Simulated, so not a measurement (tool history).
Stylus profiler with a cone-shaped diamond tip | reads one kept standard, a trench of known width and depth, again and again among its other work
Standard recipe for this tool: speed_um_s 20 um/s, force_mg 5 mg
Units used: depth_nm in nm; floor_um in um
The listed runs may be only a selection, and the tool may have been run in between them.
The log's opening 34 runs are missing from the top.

run 35 hour=913.9 | speed_um_s=45 force_mg=5 | depth_nm=1020 floor_um=26.38
run 36 hour=933.3 | speed_um_s=61 force_mg=5 | depth_nm=1020.43 floor_um=26.32
run 37 hour=967.5 | speed_um_s=80 force_mg=8.5 | depth_nm=1029.45 floor_um=26.34
run 38 hour=987.6 | speed_um_s=80 force_mg=8.5 | depth_nm=1029.11 floor_um=26.36
run 39 hour=1012.4 | speed_um_s=80 force_mg=8.5 | depth_nm=1029.15 floor_um=26.36
run 40 hour=1041.8 | speed_um_s=74 force_mg=4.72 | depth_nm=1019.19 floor_um=26.25
run 41 hour=1059.6 | speed_um_s=7 force_mg=3.45 | depth_nm=1015.52 floor_um=26.53
run 42 hour=1083 | speed_um_s=7 force_mg=3.45 | depth_nm=1016.05 floor_um=26.48
run 43 hour=1107.2 | speed_um_s=18 force_mg=2.85 | depth_nm=1014.08 floor_um=26.42
run 44 hour=1125.6 | speed_um_s=18 force_mg=2.85 | depth_nm=1014.13 floor_um=26.44
run 45 hour=1144.3 | speed_um_s=26 force_mg=2.78 | depth_nm=1013.91 floor_um=26.36
run 46 hour=1160.1 | speed_um_s=57 force_mg=9.3 | depth_nm=1031.33 floor_um=26.36

What if the next run were any one of these 5? Each begins from the tool's condition after run 46:
run A hour=1191.7 | speed_um_s=51 force_mg=3.47 | depth_nm=? floor_um=?
run B hour=1191.7 | speed_um_s=52 force_mg=11.31 | depth_nm=? floor_um=?
run C hour=1191.7 | speed_um_s=21 force_mg=8.43 | depth_nm=? floor_um=?
run D hour=1191.7 | speed_um_s=57 force_mg=3.24 | depth_nm=? floor_um=?
run E hour=1191.7 | speed_um_s=14 force_mg=5 | depth_nm=? floor_um=?

run=A depth_nm=1015.86 floor_um=26.27
run=B depth_nm=1035.37 floor_um=26.33
run=C depth_nm=1028.97 floor_um=26.47
run=D depth_nm=1015.55 floor_um=26.28
run=E depth_nm=1020.15 floor_um=26.5
Without the tool's hidden state the same runs would have given:
run=A depth_nm=1015.86 floor_um=26.28
run=B depth_nm=1035.36 floor_um=26.33
run=C depth_nm=1028.97 floor_um=26.48
run=D depth_nm=1015.55 floor_um=26.29
run=E depth_nm=1020.14 floor_um=26.51

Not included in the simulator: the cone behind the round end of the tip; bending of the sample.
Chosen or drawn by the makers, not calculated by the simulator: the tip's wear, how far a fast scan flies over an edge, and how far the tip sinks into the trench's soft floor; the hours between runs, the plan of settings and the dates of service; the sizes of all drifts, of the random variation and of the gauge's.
